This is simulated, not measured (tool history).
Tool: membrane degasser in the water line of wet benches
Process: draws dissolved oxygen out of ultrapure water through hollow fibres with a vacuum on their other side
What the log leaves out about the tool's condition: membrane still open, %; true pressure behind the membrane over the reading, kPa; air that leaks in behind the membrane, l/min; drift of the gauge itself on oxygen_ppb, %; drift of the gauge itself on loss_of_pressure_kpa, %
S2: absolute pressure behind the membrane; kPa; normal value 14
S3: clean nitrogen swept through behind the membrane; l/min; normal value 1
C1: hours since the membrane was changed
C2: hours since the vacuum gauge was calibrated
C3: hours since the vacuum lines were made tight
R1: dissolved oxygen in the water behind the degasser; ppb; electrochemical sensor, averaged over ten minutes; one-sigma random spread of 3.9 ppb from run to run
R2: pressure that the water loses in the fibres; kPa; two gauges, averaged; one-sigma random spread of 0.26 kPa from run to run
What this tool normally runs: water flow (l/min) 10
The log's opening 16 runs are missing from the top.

Run 17, hour 464.3: usual settings but water flow (l/min) 7; C1 1235; C2 5340; C3 537. Result: R1 228.4 ppb, R2 47.85 kPa.
Run 18, hour 487.7: usual settings but water flow (l/min) 7; C1 1258; C2 5363; C3 560. Result: R1 226.3 ppb, R2 47.74 kPa.
Run 19, hour 524.7: usual settings but S2 13.7 kPa; C1 1295; C2 5400; C3 597. Result: R1 386 ppb, R2 68.17 kPa.
Run 20, hour 563.9: usual settings but S2 10.7 kPa; C1 1334; C2 5439; C3 636. Result: R1 319.8 ppb, R2 67.74 kPa.
Run 21, hour 597.5: usual settings but S2 10.7 kPa; C1 1368; C2 5473; C3 670. Result: R1 321.4 ppb, R2 67.81 kPa.
Run 22, hour 634.3: usual settings but water flow (l/min) 14, S2 10.7 kPa, S3 0.53 l/min; C1 1405; C2 5510; C3 707. Result: R1 733.1 ppb, R2 94.27 kPa.
Run 23, hour 666.6: usual settings but water flow (l/min) 9; C1 1437; C2 5542; C3 739. Result: R1 334.8 ppb, R2 60.76 kPa.
Run 24, hour 696.8: usual settings but water flow (l/min) 11, S2 18.4 kPa; C1 1467; C2 5572; C3 769. Result: R1 553 ppb, R2 74.2 kPa.
Run 25, hour 739.4: usual settings but water flow (l/min) 11, S2 18.4 kPa; C1 1510; C2 5615; C3 812. Result: R1 552.4 ppb, R2 73.7 kPa.
At hour 742.3: gauge calibrated.
Run 26, hour 769: usual settings but water flow (l/min) 9, S2 28.8 kPa, S3 1.34 l/min; C1 1539; C2 5644; C3 841. Result: R1 500.9 ppb, R2 62.14 kPa.
Run 27, hour 803.3: usual settings but S2 23.1 kPa, S3 1.38 l/min; C1 1574; C2 5679; C3 876. Result: R1 476.2 ppb, R2 68.95 kPa.
Run 28, hour 842: usual settings but S2 23.1 kPa, S3 1.38 l/min; C1 1612; C2 5717; C3 914. Result: R1 475.6 ppb, R2 68.7 kPa.
Run 29, hour 885.3: usual settings but S2 23.1 kPa, S3 1.38 l/min; C1 1656; C2 5761; C3 958. Result: R1 470.3 ppb, R2 68.53 kPa.
Run 30, hour 910.1: usual settings but S2 23.1 kPa, S3 1.38 l/min; C1 1681; C2 5785; C3 983. Result: R1 479.2 ppb, R2 68.49 kPa.
Run 31, hour 953.6: usual settings but S2 31 kPa, S3 1.47 l/min; C1 1724; C2 5829; C3 1026. Result: R1 575.7 ppb, R2 68.48 kPa.
Run 32, hour 973.2: usual settings but water flow (l/min) 9, S2 11.2 kPa, S3 1.37 l/min; C1 1744; C2 5849; C3 1046. Result: R1 236.6 ppb, R2 61.64 kPa.
Run 33, hour 1005.9: usual settings but S2 31.6 kPa, S3 2.11 l/min; C1 1776; C2 5881; C3 1078. Result: R1 461.3 ppb, R2 68.7 kPa.

Predict each of these 3 candidate next runs independently; none follows another, all start after run 33:
Run A, hour 1027.1: usual settings but water flow (l/min) 12, S3 2.26 l/min; C1 1798; C2 5902; C3 1100. Result: R1 ?, R2 ?.
Run B, hour 1027.1: usual settings but water flow (l/min) 11, S2 18.4 kPa, S3 1.47 l/min; C1 1798; C2 5902; C3 1100. Result: R1 ?, R2 ?.
Run C, hour 1027.1: usual settings but S2 28.3 kPa, S3 0.78 l/min; C1 1798; C2 5902; C3 1100. Result: R1 ?, R2 ?.

run     R1     R2
  A  375.5  82.05
  B  449.8  74.78
  C  828.8  68.47
What these runs would have given with no unlogged condition in the tool:
run     R1     R2
  A  375.1  82.78
  B  449.3  75.45
  C  828.3  69.08
